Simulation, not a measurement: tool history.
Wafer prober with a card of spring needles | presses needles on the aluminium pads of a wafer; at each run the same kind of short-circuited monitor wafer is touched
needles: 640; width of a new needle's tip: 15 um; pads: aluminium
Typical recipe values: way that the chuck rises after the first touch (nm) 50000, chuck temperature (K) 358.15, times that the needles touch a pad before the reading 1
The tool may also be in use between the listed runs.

run	day	way that the chuck rises after the first touch (nm)	chuck temperature (K)	times that the needles touch a pad before the reading	resistance of one needle with its contact and lead (mohm)	way that a needle slides on the pad (nm)
1	0	50000	358.15	1	226	11040
# day 0.596: tips cleaned on abrasive film
2	0.812	50000	358.15	1	225	11010
# day 1.529: tips cleaned on abrasive film
3	1.617	50000	358.15	1	229	11020
4	2.388	50000	358.15	1	228	11040
# day 2.433: tips cleaned on abrasive film
# day 2.962: height of the first contact set anew
5	3.104	50000	358.15	1	231	10980
# day 3.362: tips cleaned on abrasive film
6	3.654	53000	358.15	1	228	11720
# day 4.275: tips cleaned on abrasive film
7	4.433	50000	358.15	1	228	10990
8	4.821	50000	358.15	1	229	11000
# day 5.179: tips cleaned on abrasive film
9	5.688	48000	358.15	1	232	10530
# day 6.062: tips cleaned on abrasive film
10	6.429	43000	302.15	1	217	9410
# day 6.938: tips cleaned on abrasive film
11	6.996	43000	302.15	1	217	9400
# day 7.812: tips cleaned on abrasive film
12	7.812	43000	302.15	1	214	9430
13	8.354	50000	358.15	2	232	10940
# day 8.721: tips cleaned on abrasive film
14	8.783	50000	358.15	2	231	10940
15	9.492	56000	317.15	1	219	12210
# day 9.625: tips cleaned on abrasive film
16	10.275	32000	315.15	2	226	6980
# day 10.512: tips cleaned on abrasive film
17	10.65	50000	304.15	1	215	10910

Below are 5 alternative next runs, each starting from the tool's condition after run 17. Predict each:
A	11.175	50000	300.15	2	?	?
B	11.175	53000	363.15	2	?	?
C	11.175	53000	311.15	2	?	?
D	11.175	54000	304.15	1	?	?
E	11.175	42000	358.15	1	?	?

run	resistance of one needle with its contact and lead (mohm)	way that a needle slides on the pad (nm)
A	211	10870
B	225	11540
C	220	11520
D	215	11770
E	236	9150
Stripped of hidden state, with their random variation kept, the same runs would have yielded:
run	resistance of one needle with its contact and lead (mohm)	way that a needle slides on the pad (nm)
A	211	11000
B	225	11680
C	219	11660
D	215	11920
E	235	9260

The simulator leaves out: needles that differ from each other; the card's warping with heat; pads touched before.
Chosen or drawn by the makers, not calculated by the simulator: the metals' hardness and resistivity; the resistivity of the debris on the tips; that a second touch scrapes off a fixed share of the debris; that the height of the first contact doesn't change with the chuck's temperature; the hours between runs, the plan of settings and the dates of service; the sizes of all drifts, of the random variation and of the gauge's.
